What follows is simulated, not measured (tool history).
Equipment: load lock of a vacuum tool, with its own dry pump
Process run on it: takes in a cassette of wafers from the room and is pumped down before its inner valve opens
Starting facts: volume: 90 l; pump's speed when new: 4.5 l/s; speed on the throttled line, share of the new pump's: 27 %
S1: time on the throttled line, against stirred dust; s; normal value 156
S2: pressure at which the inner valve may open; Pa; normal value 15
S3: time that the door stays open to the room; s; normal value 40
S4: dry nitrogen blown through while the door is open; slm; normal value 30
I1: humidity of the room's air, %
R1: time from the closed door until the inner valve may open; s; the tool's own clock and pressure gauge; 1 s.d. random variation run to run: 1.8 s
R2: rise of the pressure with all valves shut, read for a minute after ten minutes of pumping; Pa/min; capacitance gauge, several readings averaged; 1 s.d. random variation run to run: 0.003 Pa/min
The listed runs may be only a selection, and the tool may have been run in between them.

run	hour	S1	S2	S3	S4	I1	R1	R2
1	0.0	156	15	40	30	48.5	308.2	0.051
2	81.1	156	15	40	30	44.8	307.2	0.046
3	160.2	156	15	40	30	46.5	305.5	0.055
4	211.5	94	15	40	30	46.3	265.1	0.052
5	272.3	94	15	40	30	46.2	263.6	0.053
6	356.5	147	15	40	30	44.4	297.7	0.053
7	457.0	147	15	40	30	47.5	306.1	0.050
8	549.1	147	15	40	30	47.9	300.3	0.059
9	646.1	147	15	40	30	42.9	298.5	0.058
10	713.4	147	15	40	30	41.9	304.2	0.052
11	783.6	147	16	40	30	44.5	298.4	0.059
12	840.4	147	16	40	30	44.8	301.6	0.058
13	927.6	156	20	40	39	47.0	297.8	0.059

Predict the results of run 14:
14	1028.4	156	20	40	39	44.9	?	?

For run 14 the tool returned R1 301.3 s, R2 0.052 Pa/min.
Minus the tool's unlogged condition, the same run would have read R1 285.0 s, R2 0.013 Pa/min.
